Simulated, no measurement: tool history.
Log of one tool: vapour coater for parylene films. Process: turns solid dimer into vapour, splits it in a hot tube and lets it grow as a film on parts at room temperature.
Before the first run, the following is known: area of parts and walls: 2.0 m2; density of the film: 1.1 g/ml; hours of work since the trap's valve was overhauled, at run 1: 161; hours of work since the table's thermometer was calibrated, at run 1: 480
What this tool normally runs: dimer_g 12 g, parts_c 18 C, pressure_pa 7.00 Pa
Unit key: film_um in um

run	hour	dimer_g	parts_c	pressure_pa	hours of work since the trap's valve was overhauled	hours of work since the table's thermometer was calibrated	film_um
1	0.0	12	18	7.00	161	480	2.88
2	24.2	12	15	7.00	177	496	3.18
3	49.3	12	15	7.00	194	512	3.12
4	73.3	12	13	7.00	210	528	3.33
5	84.7	12	10	7.00	217	536	3.73
6	105.7	12	18	7.00	231	550	2.74
# hour 111.8: trap's valve overhauled
7	128.2	10	18	4.95	11	562	2.37
8	144.7	10	28	9.12	22	573	1.47
9	159.0	12	12	4.59	31	582	3.52
10	179.8	7	18	7.00	45	596	1.55
11	206.3	7	18	7.00	63	614	1.53
12	224.3	12	10	9.18	75	626	3.22

Consider 5 possible next runs. They are alternatives, not a sequence: every one starts from the tool as it was left by run 12. What does each give?
A	241.0	20	10	3.20	86	637	?
B	241.0	12	18	6.72	86	637	?
C	241.0	18	15	3.26	86	637	?
D	241.0	22	18	5.37	86	637	?
E	241.0	12	15	7.00	86	637	?

run	film_um
A	6.74
B	2.57
C	5.09
D	5.00
E	2.84
What these runs would have given with no unlogged condition in the tool:
run	film_um
A	8.23
B	3.14
C	6.22
D	6.10
E	3.47
